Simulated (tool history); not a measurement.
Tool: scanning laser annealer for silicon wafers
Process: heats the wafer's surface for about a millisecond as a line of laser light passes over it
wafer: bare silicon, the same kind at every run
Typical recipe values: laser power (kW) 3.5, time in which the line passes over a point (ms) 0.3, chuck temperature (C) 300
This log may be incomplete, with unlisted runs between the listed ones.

run	day	laser power (kW)	time in which the line passes over a point (ms)	chuck temperature (C)	highest temperature of the surface (C)
1	0	3.5	0.3	300	1047
2	0.933	3.5	0.3	300	1044
3	2.025	3.5	0.3	300	1042
4	3.567	3.5	0.3	300	1040
5	4.762	3.5	0.3	300	1044
6	5.867	3.5	0.3	300	1039
7	7.083	3.5	0.3	300	1043
8	8.642	3.5	0.3	300	1038
9	9.679	3.5	0.3	300	1037
10	10.646	3.5	0.3	300	1034
11	11.95	3.5	0.3	300	1031
# day 12.221: laser's power meter calibrated
12	13.158	3.5	0.3	300	1033
13	14.696	3.5	0.3	300	1027
14	15.904	3.574	0.306	280	1037
15	17.262	3.574	0.306	280	1032
# day 18.217: laser's power meter calibrated, once more
16	18.221	3.147	0.214	271	809
17	19.262	2.998	0.27	269	839
18	20.129	3.143	0.275	315	922
19	21.133	3.204	0.235	339	912
20	22.671	3.719	0.235	339	1016
# day 24.333: optics aligned, line set to its width
21	24.467	3.678	0.214	278	923

The logged runs with the hidden state left out (each run's random variation unchanged):
What the log doesn't record here: light that passes the window, % of a clean one's; laser's true power over the reading, %; width of the line over the set one, %; drift of the gauge itself on peak_c, C.
run	highest temperature of the surface (C)
1	1073
2	1071
3	1071
4	1071
5	1077
6	1073
7	1078
8	1076
9	1075
10	1074
11	1072
12	1074
13	1070
14	1083
15	1080
16	850
17	883
18	970
19	958
20	1073
21	972
